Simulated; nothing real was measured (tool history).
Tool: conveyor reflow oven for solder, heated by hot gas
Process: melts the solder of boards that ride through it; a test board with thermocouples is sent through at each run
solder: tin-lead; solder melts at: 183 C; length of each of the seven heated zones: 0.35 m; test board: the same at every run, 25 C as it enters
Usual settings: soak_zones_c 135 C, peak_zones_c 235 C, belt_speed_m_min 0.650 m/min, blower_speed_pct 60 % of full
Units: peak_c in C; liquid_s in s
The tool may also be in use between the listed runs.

Run 1, day 0.000: usual settings. Result: peak_c 218.0 C, liquid_s 48.1 s.
Run 2, day 0.454: usual settings but peak_zones_c 236 C. Result: peak_c 218.8 C, liquid_s 48.8 s.
Run 3, day 1.088: usual settings but peak_zones_c 236 C. Result: peak_c 218.8 C, liquid_s 48.8 s.
Run 4, day 2.100: usual settings but peak_zones_c 236 C. Result: peak_c 219.0 C, liquid_s 48.7 s.
Run 5, day 2.625: usual settings but peak_zones_c 236 C. Result: peak_c 218.5 C, liquid_s 48.5 s.
Run 6, day 3.371: usual settings but belt_speed_m_min 0.683 m/min. Result: peak_c 215.8 C, liquid_s 44.2 s.
Run 7, day 4.008: usual settings but belt_speed_m_min 0.747 m/min. Result: peak_c 212.2 C, liquid_s 37.6 s.
Run 8, day 4.483: usual settings but belt_speed_m_min 0.747 m/min. Result: peak_c 212.5 C, liquid_s 37.6 s.
Run 9, day 5.196: usual settings but blower_speed_pct 63 % of full. Result: peak_c 218.9 C, liquid_s 49.0 s.
Run 10, day 5.871: usual settings but blower_speed_pct 63 % of full. Result: peak_c 218.6 C, liquid_s 48.8 s.
Run 11, day 6.808: usual settings but soak_zones_c 137 C, peak_zones_c 249 C, blower_speed_pct 81 % of full. Result: peak_c 236.7 C, liquid_s 58.8 s.
Run 12, day 7.242: usual settings but soak_zones_c 137 C, peak_zones_c 249 C, blower_speed_pct 81 % of full. Result: peak_c 237.2 C, liquid_s 59.2 s.
Run 13, day 8.271: usual settings but belt_speed_m_min 0.631 m/min, blower_speed_pct 86 % of full. Result: peak_c 225.9 C, liquid_s 55.7 s.
Run 14, day 8.800: usual settings but belt_speed_m_min 0.666 m/min. Result: peak_c 216.6 C, liquid_s 45.9 s.
At day 9.371: thermocouples of zones 6 and 7 changed.
Run 15, day 9.742: usual settings but peak_zones_c 241 C, blower_speed_pct 67 % of full. Result: peak_c 222.4 C, liquid_s 51.4 s.
At day 10.167: flux residue cleaned out of gas plates and filters.
Run 16, day 10.904: usual settings but soak_zones_c 132 C, peak_zones_c 237 C, belt_speed_m_min 0.753 m/min, blower_speed_pct 61 % of full. Result: peak_c 211.8 C, liquid_s 36.3 s.
Run 17, day 11.400: usual settings but soak_zones_c 132 C, peak_zones_c 237 C, belt_speed_m_min 0.547 m/min, blower_speed_pct 55 % of full. Result: peak_c 221.0 C, liquid_s 59.7 s.
Run 18, day 11.850: usual settings but soak_zones_c 142 C, peak_zones_c 237 C, belt_speed_m_min 0.774 m/min, blower_speed_pct 72 % of full. Result: peak_c 217.3 C, liquid_s 41.6 s.

4 ways to go on from here, each from the tool as it stands after run 18. What would each give?
Run A, day 12.638: usual settings but blower_speed_pct 72 % of full. Result: peak_c ?, liquid_s ?.
Run B, day 12.638: usual settings but soak_zones_c 142 C, peak_zones_c 249 C, belt_speed_m_min 0.753 m/min, blower_speed_pct 72 % of full. Result: peak_c ?, liquid_s ?.
Run C, day 12.638: usual settings but blower_speed_pct 52 % of full. Result: peak_c ?, liquid_s ?.
Run D, day 12.638: usual settings but soak_zones_c 145 C, peak_zones_c 237 C, belt_speed_m_min 0.646 m/min, blower_speed_pct 54 % of full. Result: peak_c ?, liquid_s ?.

run  peak_c  liquid_s
  A   219.7      50.5
  B   228.3      48.6
  C   212.5      43.8
  D   217.5      51.2
Without the tool's hidden state the same runs would have given:
run  peak_c  liquid_s
  A   219.5      49.6
  B   228.2      47.7
  C   212.1      42.8
  D   217.2      50.1
